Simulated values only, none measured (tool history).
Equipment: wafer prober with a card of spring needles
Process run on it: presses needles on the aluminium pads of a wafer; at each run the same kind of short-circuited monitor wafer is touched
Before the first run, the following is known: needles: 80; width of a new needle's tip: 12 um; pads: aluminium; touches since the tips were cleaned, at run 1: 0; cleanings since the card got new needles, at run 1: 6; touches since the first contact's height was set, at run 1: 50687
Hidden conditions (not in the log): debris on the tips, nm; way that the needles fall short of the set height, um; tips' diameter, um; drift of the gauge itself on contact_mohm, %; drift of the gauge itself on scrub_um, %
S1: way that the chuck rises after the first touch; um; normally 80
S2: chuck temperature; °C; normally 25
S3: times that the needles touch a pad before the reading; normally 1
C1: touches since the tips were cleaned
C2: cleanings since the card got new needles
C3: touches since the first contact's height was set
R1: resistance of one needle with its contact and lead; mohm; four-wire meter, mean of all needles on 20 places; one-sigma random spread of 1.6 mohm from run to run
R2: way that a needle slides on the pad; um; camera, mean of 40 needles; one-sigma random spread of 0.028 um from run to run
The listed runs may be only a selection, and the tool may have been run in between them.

run	hour	S1	S2	S3	C1	C2	C3	R1	R2
1	0.0	80	25	1	0	6	50687	154	14.37
2	13.3	81	25	1	6019	6	56706	193	14.64
# hour 17.5: tips cleaned on abrasive film
3	20.3	80	25	1	1267	7	59816	207	14.44
4	27.0	78	25	1	4298	7	62847	204	14.06
5	33.9	80	25	2	7402	7	65951	178	14.38
# hour 34.6: tips cleaned on abrasive film
6	41.8	80	25	2	3224	8	69445	174	14.40
7	48.3	80	25	2	6164	8	72385	175	14.42
# hour 52.1: tips cleaned on abrasive film
8	54.3	80	25	2	989	9	75044	161	14.41
9	62.4	80	25	2	4645	9	78700	177	14.40
# hour 69.0: tips cleaned on abrasive film, once more
10	72.0	80	25	2	1343	10	82996	164	14.33
11	79.8	80	45	1	4857	10	86510	197	14.41
# hour 86.7: tips cleaned on abrasive film
12	88.4	80	45	1	733	11	90334	168	14.41
13	101.5	69	25	1	6678	11	96279	217	12.39
# hour 104.0: tips cleaned on abrasive film
14	107.1	80	118	3	1410	12	98750	173	14.35
15	113.5	80	56	2	4273	12	101613	180	14.35
# hour 122.2: tips cleaned on abrasive film
16	122.8	81	25	1	292	13	105789	158	14.51
17	133.9	74	25	2	5306	13	110803	182	13.27
# hour 139.4: tips cleaned on abrasive film
18	139.4	80	25	2	0	14	113216	151	14.38

What does the tool deliver on the next run?
19	149.5	80	25	2	4546	14	117762	?	?

{"run 19": {"R1": 176, "R2": 14.33}}
Had the tool carried no hidden state, the very same run would have given R1 148 mohm, R2 14.43 um.
